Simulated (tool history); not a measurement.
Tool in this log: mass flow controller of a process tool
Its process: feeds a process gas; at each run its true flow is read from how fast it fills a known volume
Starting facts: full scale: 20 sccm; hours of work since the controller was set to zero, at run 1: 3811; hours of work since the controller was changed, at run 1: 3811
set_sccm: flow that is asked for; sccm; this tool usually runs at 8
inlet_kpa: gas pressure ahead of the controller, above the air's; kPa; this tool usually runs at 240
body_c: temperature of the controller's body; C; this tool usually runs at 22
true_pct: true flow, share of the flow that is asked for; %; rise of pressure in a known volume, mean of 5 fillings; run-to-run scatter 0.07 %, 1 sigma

run	hour	set_sccm	inlet_kpa	body_c	hours of work since the controller was set to zero	hours of work since the controller was changed	true_pct
1	0.0	8	240	22	3811	3811	98.37
2	125.2	8	240	22	3890	3890	98.50
3	316.6	8	240	23	4011	4011	98.31
4	492.1	6	240	22	4122	4122	98.05
5	629.2	8	240	23	4208	4208	98.36
6	780.0	8	240	23	4304	4304	98.24
7	943.6	4	240	23	4407	4407	97.60
8	1088.9	8	240	22	4499	4499	98.29
9	1277.2	8	240	22	4618	4618	98.37
10	1426.7	8	240	22	4712	4712	98.50
11	1588.7	8	240	22	4815	4815	98.45
12	1689.3	8	240	22	4878	4878	98.43
13	1838.2	8	240	22	4972	4972	98.40
14	1924.4	8	240	22	5027	5027	98.48
15	2105.3	8	240	22	5141	5141	98.45
16	2211.1	8	240	22	5208	5208	98.47
17	2300.4	8	240	22	5265	5265	98.28
18	2412.3	8	240	22	5335	5335	98.48
19	2575.1	8	240	22	5438	5438	98.45
20	2725.7	6	240	22	5533	5533	98.06
21	2876.0	6	240	22	5628	5628	98.07
22	2960.7	8	240	26	5682	5682	98.02
23	3133.0	8	240	26	5791	5791	98.04
24	3290.8	8	240	22	5891	5891	98.49
25	3389.0	8	240	29	5953	5953	97.79
26	3559.5	8	240	29	6060	6060	97.89
27	3656.9	18	240	36	6122	6122	98.92
28	3840.1	18	240	36	6238	6238	98.76
29	3923.1	18	247	32	6290	6290	99.31
30	4070.8	4	185	25	6384	6384	97.32
31	4198.2	7	185	36	6464	6464	96.89
32	4323.5	4	250	28	6543	6543	97.32
33	4511.0	4	250	28	6662	6662	97.17
34	4596.1	8	232	22	6716	6716	98.55
35	4695.5	8	232	22	6779	6779	98.37
36	4811.6	8	232	22	6852	6852	98.32
37	4916.9	8	239	39	6919	6919	97.01
38	5093.3	4	240	22	7030	7030	97.70
39	5188.8	11	195	38	7090	7090	97.36
40	5349.4	8	178	22	7192	7192	98.31
41	5538.8	8	264	22	7312	7312	98.57
# hour 5595.3: controller's zero set anew
42	5710.0	8	164	22	72	7419	98.21
43	5861.4	7	158	33	168	7515	96.88
44	5970.7	7	158	33	237	7584	97.11
45	6107.7	3	158	22	324	7671	97.39
46	6233.6	3	158	22	403	7750	97.33
47	6377.4	8	166	24	494	7841	97.97
48	6561.4	8	166	24	611	7958	97.99

What if the next run were any one of these 3? Each begins from the tool's condition after run 48:
A	6643.1	2	146	24	662	8009	?
B	6643.1	15	254	28	662	8009	?
C	6643.1	7	191	23	662	8009	?

run	true_pct
A	96.96
B	99.05
C	98.05
Take away the tool's hidden state, keep each run's random variation, and the runs would have read:
run	true_pct
A	96.99
B	99.08
C	98.08

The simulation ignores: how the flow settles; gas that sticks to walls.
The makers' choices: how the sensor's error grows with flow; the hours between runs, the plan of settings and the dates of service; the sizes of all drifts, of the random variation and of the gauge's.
